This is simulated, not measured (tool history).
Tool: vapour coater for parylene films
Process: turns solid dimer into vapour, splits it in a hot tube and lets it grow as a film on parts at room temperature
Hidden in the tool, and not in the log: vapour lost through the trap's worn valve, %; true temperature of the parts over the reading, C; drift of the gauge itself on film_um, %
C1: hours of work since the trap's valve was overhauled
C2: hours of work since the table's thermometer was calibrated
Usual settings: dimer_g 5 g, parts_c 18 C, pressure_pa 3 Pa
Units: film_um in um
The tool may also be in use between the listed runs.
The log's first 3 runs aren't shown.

{"run": 4, "hour": 145.8, "dimer_g": 3, "parts_c": 18, "pressure_pa": 3, "C1": 198, "C2": 1761, "film_um": 0.63}
{"run": 5, "hour": 187.7, "dimer_g": 5, "parts_c": 18, "pressure_pa": 3, "C1": 225, "C2": 1788, "film_um": 1.05}
{"run": 6, "hour": 257.5, "dimer_g": 5, "parts_c": 18, "pressure_pa": 3, "C1": 270, "C2": 1833, "film_um": 1.05}
{"run": 7, "hour": 291.5, "dimer_g": 5, "parts_c": 18, "pressure_pa": 3, "C1": 292, "C2": 1855, "film_um": 1.04}
{"hour": 339.8, "done": "trap's valve overhauled"}
{"run": 8, "hour": 359.4, "dimer_g": 5, "parts_c": 18, "pressure_pa": 3, "C1": 13, "C2": 1896, "film_um": 1.1}
{"run": 9, "hour": 416.9, "dimer_g": 5, "parts_c": 18, "pressure_pa": 3, "C1": 49, "C2": 1933, "film_um": 1.09}
{"run": 10, "hour": 479.0, "dimer_g": 5, "parts_c": 18, "pressure_pa": 3, "C1": 89, "C2": 1972, "film_um": 1.1}
{"run": 11, "hour": 545.8, "dimer_g": 5, "parts_c": 18, "pressure_pa": 3, "C1": 132, "C2": 2015, "film_um": 1.08}
{"run": 12, "hour": 608.6, "dimer_g": 5, "parts_c": 18, "pressure_pa": 3, "C1": 172, "C2": 2055, "film_um": 1.07}
{"run": 13, "hour": 676.3, "dimer_g": 5, "parts_c": 18, "pressure_pa": 3, "C1": 216, "C2": 2099, "film_um": 1.05}
{"run": 14, "hour": 725.7, "dimer_g": 5, "parts_c": 18, "pressure_pa": 3, "C1": 247, "C2": 2130, "film_um": 1.04}
{"run": 15, "hour": 774.9, "dimer_g": 5, "parts_c": 18, "pressure_pa": 3, "C1": 279, "C2": 2162, "film_um": 1.03}
{"run": 16, "hour": 837.3, "dimer_g": 5, "parts_c": 18, "pressure_pa": 3, "C1": 319, "C2": 2202, "film_um": 1.03}
{"hour": 845.2, "done": "trap's valve overhauled"}
{"run": 17, "hour": 869.9, "dimer_g": 5, "parts_c": 18, "pressure_pa": 3, "C1": 16, "C2": 2220, "film_um": 1.08}

Run 18 comes next. What will it give?
{"run": 18, "hour": 915.1, "dimer_g": 5, "parts_c": 18, "pressure_pa": 3, "C1": 45, "C2": 2249, "film_um": "?"}

Run 18 gave film_um 1.10 um.
Without the tool's hidden state the same run would have given film_um 1.14 um.

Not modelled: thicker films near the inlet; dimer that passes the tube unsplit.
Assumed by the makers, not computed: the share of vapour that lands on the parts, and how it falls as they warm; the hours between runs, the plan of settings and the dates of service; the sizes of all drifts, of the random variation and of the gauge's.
